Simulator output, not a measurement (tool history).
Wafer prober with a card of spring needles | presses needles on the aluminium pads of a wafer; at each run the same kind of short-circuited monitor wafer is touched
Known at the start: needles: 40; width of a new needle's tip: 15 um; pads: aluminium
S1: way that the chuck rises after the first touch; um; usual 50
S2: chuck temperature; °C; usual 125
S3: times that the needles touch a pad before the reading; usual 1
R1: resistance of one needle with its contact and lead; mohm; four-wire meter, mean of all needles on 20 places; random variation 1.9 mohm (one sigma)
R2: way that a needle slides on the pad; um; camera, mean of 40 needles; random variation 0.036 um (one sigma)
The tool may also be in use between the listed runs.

run   hour  S1   S2  S3   R1     R2
  1    0.0  50  125   1  197  12.05
  2   10.1  50   30   1  175  12.03
  3   25.1  50  125   2  196  11.98
  4   33.4  50  125   2  194  12.00
  5   47.9  50  125   1  197  12.02
  6   54.9  30  125   1  214   7.21
  7   69.3  50  125   2  197  11.98
  8   79.0  50  125   2  197  12.01
  9   94.2  50  123   2  198  12.05
 10  105.4  50  123   2  197  12.07
 11  118.9  50  101   1  191  11.96
 12  130.5  50  101   1  190  11.99
 13  140.9  50  101   1  191  11.99
 14  154.2  50  125   1  196  11.99
 15  163.5  50  125   3  195  11.97
 16  172.9  50  125   3  200  11.98
 17  180.4  50   40   1  179  12.08
 18  188.4  50   69   1  188  12.06
 19  197.3  69   54   1  175  16.54
 20  204.5  69   54   1  173  16.65
 21  219.3  66   53   1  177  15.87
 22  233.6  65   27   3  172  15.59
 23  242.8  65   27   3  172  15.63
 24  251.6  36   35   1  186   8.58
 25  262.0  61   34   1  170  14.64
 26  274.8  65  125   1  189  15.67
 27  282.2  36  116   1  205   8.66
 28  294.9  41   60   1  190   9.84
 29  301.2  41   60   1  186   9.86
 30  310.4  41   60   1  188   9.86
 31  318.5  35   47   1  186   8.41
 32  328.2  48   47   2  182  11.51

Taken out of this log: 37 entries between the listed runs. Where each belongs, and how the hidden state differs across it:
Between runs 1 and 2: tips cleaned on abrasive film (hour 9.4)
  debris on the tips, nm: 0 -> 0.1
Between runs 2 and 3: tips cleaned on abrasive film (hour 18.9)
  debris on the tips, nm: 0.1 -> 0.3
Between runs 3 and 4: tips cleaned on abrasive film (hour 27.8)
  way that the needles fall short of the set height, um: 0 -> 0.01
Between runs 4 and 5: tips cleaned on abrasive film (hour 37.1); tips cleaned on abrasive film (hour 46.4)
  debris on the tips, nm: 0.3 -> 0.1
Between runs 6 and 7: tips cleaned on abrasive film (hour 56.0); tips cleaned on abrasive film (hour 65.5)
  debris on the tips, nm: 0.4 -> 0.2
Between runs 7 and 8: tips cleaned on abrasive film (hour 74.9)
  debris on the tips, nm: 0.2 -> 0.3
Between runs 8 and 9: tips cleaned on abrasive film (hour 84.5); tips cleaned on abrasive film (hour 93.7)
  debris on the tips, nm: 0.3 -> 0.1
Between runs 9 and 10: tips cleaned on abrasive film (hour 102.6)
  debris on the tips, nm: 0.1 -> 0.2
Between runs 10 and 11: tips cleaned on abrasive film (hour 111.4)
  debris on the tips, nm: 0.2 -> 0.3
Between runs 11 and 12: tips cleaned on abrasive film (hour 120.2); tips cleaned on abrasive film (hour 129.2)
  debris on the tips, nm: 0.3 -> 0.1
Between runs 12 and 13: tips cleaned on abrasive film (hour 138.0)
  debris on the tips, nm: 0.1 -> 0.2
Between runs 13 and 14: tips cleaned on abrasive film (hour 146.6)
  debris on the tips, nm: 0.2 -> 0.3
Between runs 14 and 15: tips cleaned on abrasive film (hour 156.1)
  no hidden state differs between the two runs
Between runs 15 and 16: tips cleaned on abrasive film (hour 164.9)
  debris on the tips, nm: 0.3 -> 0.4
Between runs 16 and 17: tips cleaned on abrasive film (hour 174.2)
  debris on the tips, nm: 0.4 -> 0.3
Between runs 17 and 18: tips cleaned on abrasive film (hour 183.0)
  no hidden state differs between the two runs
Between runs 18 and 19: tips cleaned on abrasive film (hour 192.1)
  no hidden state differs between the two runs
Between runs 19 and 20: tips cleaned on abrasive film (hour 201.4)
  debris on the tips, nm: 0.3 -> 0.2
Between runs 20 and 21: tips cleaned on abrasive film (hour 210.2); tips cleaned on abrasive film (hour 219.3)
  debris on the tips, nm: 0.2 -> 0
Between runs 21 and 22: tips cleaned on abrasive film (hour 228.2); height of the first contact set anew (hour 233.3)
  debris on the tips, nm: 0 -> 0.3; way that the needles fall short of the set height, um: 0.01 -> 0
Between runs 22 and 23: tips cleaned on abrasive film (hour 237.9)
  no hidden state differs between the two runs
Between runs 23 and 24: tips cleaned on abrasive film (hour 246.9)
  no hidden state differs between the two runs
Between runs 24 and 25: tips cleaned on abrasive film (hour 256.0)
  no hidden state differs between the two runs
Between runs 25 and 26: tips cleaned on abrasive film (hour 265.3); tips cleaned on abrasive film (hour 274.4)
  debris on the tips, nm: 0.3 -> 0.1
Between runs 27 and 28: tips cleaned on abrasive film (hour 283.7); tips cleaned on abrasive film (hour 292.3)
  debris on the tips, nm: 0.3 -> 0.2
Between runs 28 and 29: tips cleaned on abrasive film (hour 301.2)
  debris on the tips, nm: 0.2 -> 0
Between runs 29 and 30: tips cleaned on abrasive film (hour 310.1)
  no hidden state differs between the two runs
Between runs 31 and 32: tips cleaned on abrasive film (hour 319.5); tips cleaned on abrasive film (hour 328.2)
  debris on the tips, nm: 0.3 -> 0

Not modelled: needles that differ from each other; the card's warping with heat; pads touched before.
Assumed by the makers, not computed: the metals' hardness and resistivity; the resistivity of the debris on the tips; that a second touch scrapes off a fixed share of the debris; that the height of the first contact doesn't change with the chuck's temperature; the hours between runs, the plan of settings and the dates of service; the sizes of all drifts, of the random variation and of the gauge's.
